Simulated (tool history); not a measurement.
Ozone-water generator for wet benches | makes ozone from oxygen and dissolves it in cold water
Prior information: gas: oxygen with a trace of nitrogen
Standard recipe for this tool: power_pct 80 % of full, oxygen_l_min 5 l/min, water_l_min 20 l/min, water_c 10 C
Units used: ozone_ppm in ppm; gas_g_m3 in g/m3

Run 1, hour 0: usual settings. Result: ozone_ppm 15.8 ppm, gas_g_m3 160.9 g/m3.
Run 2, hour 24: usual settings. Result: ozone_ppm 15.8 ppm, gas_g_m3 161 g/m3.
Run 3, hour 60.3: usual settings. Result: ozone_ppm 16.1 ppm, gas_g_m3 160.8 g/m3.
Run 4, hour 90.5: usual settings but water_l_min 19 l/min. Result: ozone_ppm 16.7 ppm, gas_g_m3 159.1 g/m3.
Run 5, hour 130: usual settings but water_l_min 19 l/min. Result: ozone_ppm 16.9 ppm, gas_g_m3 160.2 g/m3.
Run 6, hour 171.4: usual settings. Result: ozone_ppm 15.7 ppm, gas_g_m3 160 g/m3.
Run 7, hour 188.9: usual settings. Result: ozone_ppm 16 ppm, gas_g_m3 159.4 g/m3.
Run 8, hour 217.5: usual settings. Result: ozone_ppm 15.8 ppm, gas_g_m3 160.4 g/m3.
Run 9, hour 241.2: usual settings. Result: ozone_ppm 15.7 ppm, gas_g_m3 159.8 g/m3.
Run 10, hour 273.7: usual settings. Result: ozone_ppm 15.7 ppm, gas_g_m3 159.2 g/m3.
Run 11, hour 313: usual settings. Result: ozone_ppm 15.8 ppm, gas_g_m3 160.1 g/m3.
Run 12, hour 352: usual settings. Result: ozone_ppm 15.5 ppm, gas_g_m3 158.8 g/m3.
Run 13, hour 386.2: usual settings. Result: ozone_ppm 15.6 ppm, gas_g_m3 157 g/m3.
Run 14, hour 408.4: usual settings but power_pct 42 % of full. Result: ozone_ppm 9.5 ppm, gas_g_m3 96.2 g/m3.
Run 15, hour 442.5: usual settings but oxygen_l_min 4.47 l/min. Result: ozone_ppm 15.7 ppm, gas_g_m3 170.5 g/m3.
At hour 449.5: contactor cleaned.
Run 16, hour 482.2: usual settings. Result: ozone_ppm 15.7 ppm, gas_g_m3 158.7 g/m3.
Run 17, hour 508.6: usual settings. Result: ozone_ppm 15.6 ppm, gas_g_m3 158.5 g/m3.
Run 18, hour 546.7: usual settings but power_pct 62 % of full, oxygen_l_min 3.36 l/min, water_l_min 21 l/min. Result: ozone_ppm 12.1 ppm, gas_g_m3 168.4 g/m3.
Run 19, hour 567.1: usual settings but power_pct 62 % of full, oxygen_l_min 6.52 l/min, water_l_min 21 l/min. Result: ozone_ppm 12.1 ppm, gas_g_m3 109.4 g/m3.
At hour 574.5: contactor cleaned, once more.
Run 20, hour 589.8: usual settings but power_pct 79 % of full, oxygen_l_min 2.59 l/min, water_l_min 27 l/min, water_c 8 C. Result: ozone_ppm 10.5 ppm, gas_g_m3 235.1 g/m3.
Run 21, hour 626.7: usual settings but power_pct 79 % of full, oxygen_l_min 2.59 l/min, water_l_min 27 l/min, water_c 8 C. Result: ozone_ppm 10.5 ppm, gas_g_m3 234.4 g/m3.
Run 22, hour 652.9: usual settings but power_pct 91 % of full, oxygen_l_min 7.03 l/min, water_l_min 29 l/min, water_c 8 C. Result: ozone_ppm 12 ppm, gas_g_m3 140 g/m3.
Run 23, hour 695.3: usual settings but power_pct 91 % of full, oxygen_l_min 7.03 l/min, water_l_min 29 l/min, water_c 8 C. Result: ozone_ppm 11.9 ppm, gas_g_m3 140.7 g/m3.
Run 24, hour 713.2: usual settings but power_pct 57 % of full, oxygen_l_min 3.4 l/min, water_l_min 28 l/min, water_c 5 C. Result: ozone_ppm 8.4 ppm, gas_g_m3 155.1 g/m3.
Run 25, hour 735.9: usual settings but power_pct 64 % of full, oxygen_l_min 6.33 l/min, water_l_min 29 l/min. Result: ozone_ppm 9.2 ppm, gas_g_m3 115.7 g/m3.
Run 26, hour 769.2: usual settings but power_pct 64 % of full, oxygen_l_min 6.33 l/min, water_l_min 29 l/min, water_c 7 C. Result: ozone_ppm 9.2 ppm, gas_g_m3 115.6 g/m3.
Run 27, hour 789.8: usual settings but power_pct 61 % of full, oxygen_l_min 5.79 l/min, water_l_min 29 l/min. Result: ozone_ppm 8.6 ppm, gas_g_m3 118.1 g/m3.
Run 28, hour 814.6: usual settings but power_pct 73 % of full, oxygen_l_min 2.85 l/min, water_l_min 22 l/min. Result: ozone_ppm 12.7 ppm, gas_g_m3 209.1 g/m3.
Run 29, hour 856.7: usual settings but power_pct 73 % of full, oxygen_l_min 2.85 l/min, water_l_min 22 l/min. Result: ozone_ppm 12.5 ppm, gas_g_m3 209.2 g/m3.
Run 30, hour 879.5: usual settings but power_pct 73 % of full, oxygen_l_min 2.85 l/min, water_l_min 22 l/min. Result: ozone_ppm 12.5 ppm, gas_g_m3 209.3 g/m3.
Run 31, hour 899.6: usual settings but power_pct 41 % of full, water_l_min 27 l/min. Result: ozone_ppm 6.7 ppm, gas_g_m3 94.8 g/m3.
Run 32, hour 925.9: usual settings but power_pct 93 % of full, oxygen_l_min 3.99 l/min, water_l_min 19 l/min, water_c 11 C. Result: ozone_ppm 18 ppm, gas_g_m3 203.4 g/m3.
Run 33, hour 959.4: usual settings but power_pct 86 % of full, oxygen_l_min 7.94 l/min, water_l_min 23 l/min. Result: ozone_ppm 14 ppm, gas_g_m3 123.2 g/m3.
Run 34, hour 1000.3: usual settings but power_pct 58 % of full, oxygen_l_min 7.94 l/min, water_l_min 23 l/min. Result: ozone_ppm 10.4 ppm, gas_g_m3 92.8 g/m3.

Below, some changes in ozone_ppm between adjacent runs. For each, the amount present without the hidden state too (settings, incoming material, random variation) and the amount remaining for the hidden state with gauge scatter not shared by both compared results:
Hidden state at play: yield of the discharge, % of new electrodes'; contactor's efficiency, % of a clean one's; true water temperature over the reading, C; drift of the gauge itself on ozone_ppm, %; drift of the gauge itself on gas_g_m3, %.
Run 13 -> 14: power_pct 80 -> 42. ozone_ppm -6.1 ppm: hidden state +0.5, all else -6.6.
Run 14 -> 15: power_pct 42 -> 80, oxygen_l_min 5 -> 4.47. ozone_ppm +6.2 ppm: hidden state -0.5, all else +6.7.
Run 31 -> 32: power_pct 41 -> 93, oxygen_l_min 5 -> 3.99, water_l_min 27 -> 19, water_c 10 -> 11. ozone_ppm +11.3 ppm: hidden state -1, all else +12.3.
